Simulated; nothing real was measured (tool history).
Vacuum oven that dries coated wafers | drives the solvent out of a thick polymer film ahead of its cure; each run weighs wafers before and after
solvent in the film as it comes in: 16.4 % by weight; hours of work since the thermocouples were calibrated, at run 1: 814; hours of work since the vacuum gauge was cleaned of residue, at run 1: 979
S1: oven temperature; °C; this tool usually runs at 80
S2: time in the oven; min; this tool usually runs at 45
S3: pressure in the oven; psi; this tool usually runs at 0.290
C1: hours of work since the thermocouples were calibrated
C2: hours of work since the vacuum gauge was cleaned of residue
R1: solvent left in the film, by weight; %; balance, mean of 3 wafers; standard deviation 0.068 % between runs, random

run    hour  S1  S2     S3    C1    C2    R1
  1     0.0  80  45  0.290   814   979  5.02
  2    30.9  80  49  0.290   832   998  4.83
  3    75.8  93  45  0.290   859  1025  1.95
  4   105.2  80  45  0.290   877  1042  5.18
  5   134.2  80  45  0.290   894  1059  5.17
  6   177.4  80  45  0.290   920  1085  5.07
  7   199.6  80  45  0.265   933  1098  5.15
  8   238.4  80  69  0.265   956  1121  3.56
  9   272.1  80  69  0.200   976  1141  3.22
 10   314.3  80  45  0.290  1001  1166  5.27
 11   332.6  80  45  0.290  1012  1177  5.22
 12   360.3  80  45  0.290  1028  1194  5.40
 13   402.6  80  45  0.290  1053  1219  5.41
 14   438.1  80  45  0.788  1075  1240  6.72
 15   482.2  80  45  0.788  1101  1266  6.69
 16   503.3  80  45  0.283  1113  1279  5.27
 17   541.6  80  45  0.283  1136  1301  5.36
 18   561.2  80  67  0.290  1148  1313  3.66
 19   589.0  80  61  0.290  1164  1330  4.09
 20   614.8  80  61  0.290  1180  1345  4.04
 21   640.1  80  61  0.290  1195  1360  4.08
 22   676.1  80  61  0.290  1216  1381  4.12
 23   701.1  80  61  0.290  1231  1396  4.20
 24   745.8  80  45  0.290  1257  1423  5.50
 25   767.8  80  66  0.193  1271  1436  3.53
 26   808.4  80  66  0.193  1295  1460  3.67
 27   850.5  80  66  0.193  1320  1485  3.60
 28   878.6  80  66  0.193  1336  1502  3.63
 29   904.3  88  39  0.415  1352  1517  4.24
 30   933.9  65  49  0.154  1369  1535  8.96
 31   967.4  65  49  0.154  1389  1555  8.94
 32   988.1  65  49  0.154  1402  1567  8.98
 33  1013.8  65  49  0.154  1417  1582  9.04
 34  1055.3  76  49  1.156  1441  1607  9.09
 35  1097.2  76  49  1.156  1466  1632  9.25
 36  1133.1  85  59  0.290  1488  1653  3.13
 37  1160.1  85  59  0.290  1504  1669  3.27
 38  1204.1  80  45  0.258  1530  1695  5.58
 39  1228.9  80  45  0.258  1545  1710  5.55
 40  1272.2  80  45  0.258  1570  1736  5.56
 41  1300.9  91  29  0.290  1587  1753  4.62
 42  1321.9  79  68  0.196  1600  1765  3.95
     1342.1  -- oven's thermocouples calibrated
 43  1355.1  86  68  0.798     8  1784  3.45
 44  1383.8  87  22  0.798    25  1801  7.14
 45  1428.8  87  22  0.798    52  1828  7.15
 46  1450.2  94  29  0.332    64  1840  3.38
 47  1473.7  80  45  0.396    78  1854  5.47
 48  1499.0  93  28  0.290    93  1869  3.67

Forecast each of these 3 alternatives for the next run:
  A  1524.1  68  45  0.265  108  1884   ?
  B  1524.1  78  70  0.889  108  1884   ?
  C  1524.1  93  78  0.541  108  1884   ?

run    R1
  A  8.72
  B  5.82
  C  1.62
Stripped of hidden state, with their random variation kept, the same runs would have yielded:
run    R1
  A  8.04
  B  5.13
  C  1.27

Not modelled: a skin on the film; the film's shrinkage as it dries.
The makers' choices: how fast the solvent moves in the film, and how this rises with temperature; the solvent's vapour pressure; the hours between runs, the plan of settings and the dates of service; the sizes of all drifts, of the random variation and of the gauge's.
